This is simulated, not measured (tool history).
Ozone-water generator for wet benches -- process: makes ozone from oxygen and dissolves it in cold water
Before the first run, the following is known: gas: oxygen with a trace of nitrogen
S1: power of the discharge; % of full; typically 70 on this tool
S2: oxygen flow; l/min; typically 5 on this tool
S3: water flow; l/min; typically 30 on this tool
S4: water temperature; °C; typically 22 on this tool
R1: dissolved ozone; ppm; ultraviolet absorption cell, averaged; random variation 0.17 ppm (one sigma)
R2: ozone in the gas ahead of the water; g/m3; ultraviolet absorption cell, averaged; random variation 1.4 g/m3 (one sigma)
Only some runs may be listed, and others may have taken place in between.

run	hour	S1	S2	S3	S4	R1	R2
1	0	70	5	30	22	21.3	258.8
2	34.6	70	5	30	22	21.6	257.6
3	70.8	70	5	30	22	21.6	261
4	90.4	70	5	30	22	21.5	261.5
5	122.6	89	5	30	22	26.4	321
6	161.5	70	5	30	20	22.1	261.8
7	198.7	70	5	30	22	21.2	260.2
8	238.3	70	5	30	22	21.3	259.8
9	278.8	70	5	30	22	21.6	261.7
10	313.8	70	5	30	22	21.6	259.4
11	354.8	70	3.63	30	22	19.4	289.3
12	375	70	3.63	30	22	19.3	293.4
13	413.7	70	3.63	30	22	19.4	292.1
14	453.5	70	3.63	30	22	19.4	290.8
15	489.3	70	6.12	30	28	20.8	242.7
16	512.1	94	7.84	40	23	23.3	282.2
17	530.7	70	7.4	40	23	17.9	224.9
18	559.6	70	6.27	36	22	19.1	238.7
19	588.1	70	6.27	36	22	19	238.3
20	609.1	70	2.95	47	22	11	313
21	637.8	54	6.95	32	15	19.2	182.3

Run 22, settings as shown, results not yet in. Your forecast:
22	663.4	54	3.74	32	20	?	?

R1: 14.8 ppm
R2: 228.5 g/m3
Minus the tool's unlogged condition, the same run would have read R1 15.5 ppm, R2 233.4 g/m3.

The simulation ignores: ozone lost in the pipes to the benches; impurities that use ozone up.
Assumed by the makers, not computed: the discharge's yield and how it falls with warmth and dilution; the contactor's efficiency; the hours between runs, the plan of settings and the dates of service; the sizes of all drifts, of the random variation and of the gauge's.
